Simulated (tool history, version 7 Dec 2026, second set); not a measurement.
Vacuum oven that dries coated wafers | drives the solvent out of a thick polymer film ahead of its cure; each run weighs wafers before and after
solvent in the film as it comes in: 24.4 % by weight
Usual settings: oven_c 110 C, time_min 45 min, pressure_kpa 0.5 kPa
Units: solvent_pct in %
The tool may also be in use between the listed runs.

| run | hour | oven_c | time_min | pressure_kpa | solvent_pct |
|---|---|---|---|---|---|
| 1 | 0 | 110 | 45 | 0.5 | 1.29 |
| 2 | 37.5 | 110 | 45 | 0.5 | 1.32 |
| 3 | 104.3 | 110 | 45 | 0.5 | 1.26 |
| 4 | 159.3 | 110 | 27 | 0.5 | 3.42 |
| 5 | 197 | 110 | 45 | 0.5 | 1.27 |
| 6 | 251.6 | 110 | 35 | 0.5 | 2.14 |
| 7 | 323.9 | 110 | 35 | 0.5 | 2.08 |
| 8 | 368.4 | 110 | 45 | 1.781 | 1.75 |
| 9 | 435.8 | 110 | 45 | 1.781 | 1.66 |
| 10 | 485 | 110 | 45 | 1.781 | 1.69 |
| 11 | 522.8 | 110 | 45 | 1.781 | 1.64 |
| 12 | 580.8 | 110 | 45 | 1.781 | 1.66 |
| 13 | 645.1 | 110 | 45 | 1.781 | 1.61 |
| 14 | 703.1 | 120 | 45 | 0.5 | 0.43 |
| 15 | 744.5 | 105 | 45 | 0.5 | 2.04 |
|  | 767.9 | oven's thermocouples calibrated |
| 16 | 819.7 | 105 | 45 | 0.5 | 2.05 |
| 17 | 894.1 | 110 | 45 | 1.191 | 1.46 |
| 18 | 959.4 | 110 | 45 | 0.5 | 1.11 |
| 19 | 1011 | 96 | 45 | 0.5 | 4.51 |
| 20 | 1075.8 | 96 | 45 | 0.5 | 4.51 |
| 21 | 1136.3 | 96 | 45 | 0.5 | 4.49 |
| 22 | 1178.6 | 96 | 45 | 0.865 | 4.61 |
| 23 | 1225.9 | 99 | 45 | 0.5 | 3.47 |
|  | 1255.4 | oven's thermocouples calibrated, once more |
| 24 | 1304.7 | 99 | 45 | 0.5 | 4 |
|  | 1311.8 | vacuum gauge cleaned of residue and calibrated |
| 25 | 1373.1 | 112 | 25 | 1.154 | 3.25 |
| 26 | 1423.5 | 112 | 25 | 1.154 | 3.19 |
| 27 | 1478.3 | 112 | 25 | 1.154 | 3.15 |
| 28 | 1535.1 | 112 | 25 | 1.154 | 3.16 |
| 29 | 1608.8 | 110 | 77 | 1.51 | 0.68 |
| 30 | 1648.9 | 118 | 67 | 1.091 | 0.34 |
| 31 | 1683.6 | 118 | 67 | 1.091 | 0.36 |
| 32 | 1723.8 | 110 | 45 | 0.297 | 0.94 |
| 33 | 1761.6 | 121 | 31 | 0.5 | 0.64 |
| 34 | 1797.4 | 110 | 22 | 0.5 | 4.27 |
| 35 | 1870.5 | 121 | 68 | 0.995 | 0.26 |
| 36 | 1904.9 | 122 | 33 | 0.303 | 0.45 |
| 37 | 1969.5 | 122 | 33 | 0.303 | 0.36 |
| 38 | 2025.5 | 97 | 41 | 0.817 | 4.73 |
| 39 | 2076.1 | 110 | 45 | 0.722 | 1.08 |
| 40 | 2151.4 | 116 | 45 | 0.539 | 0.43 |
|  | 2164.5 | oven's thermocouples calibrated |
| 41 | 2230.5 | 107 | 65 | 0.5 | 0.71 |
| 42 | 2293.8 | 117 | 53 | 0.5 | 0.32 |
| 43 | 2342.4 | 106 | 25 | 0.459 | 4.95 |
| 44 | 2394.8 | 96 | 73 | 0.845 | 2.22 |
| 45 | 2443.2 | 96 | 73 | 0.845 | 2.3 |
| 46 | 2523.2 | 109 | 35 | 1.449 | 2.54 |
| 47 | 2593.4 | 109 | 35 | 1.449 | 2.39 |

Forecast each of these 3 alternatives for the next run:
| A | 2657.3 | 117 | 26 | 0.508 | ? |
| B | 2657.3 | 110 | 36 | 0.474 | ? |
| C | 2657.3 | 109 | 48 | 1.449 | ? |

| run | solvent_pct |
|---|---|
| A | 1.66 |
| B | 1.77 |
| C | 1.37 |
Without the tool's hidden state the same runs would have given:
| run | solvent_pct |
|---|---|
| A | 1.71 |
| B | 1.81 |
| C | 1.35 |
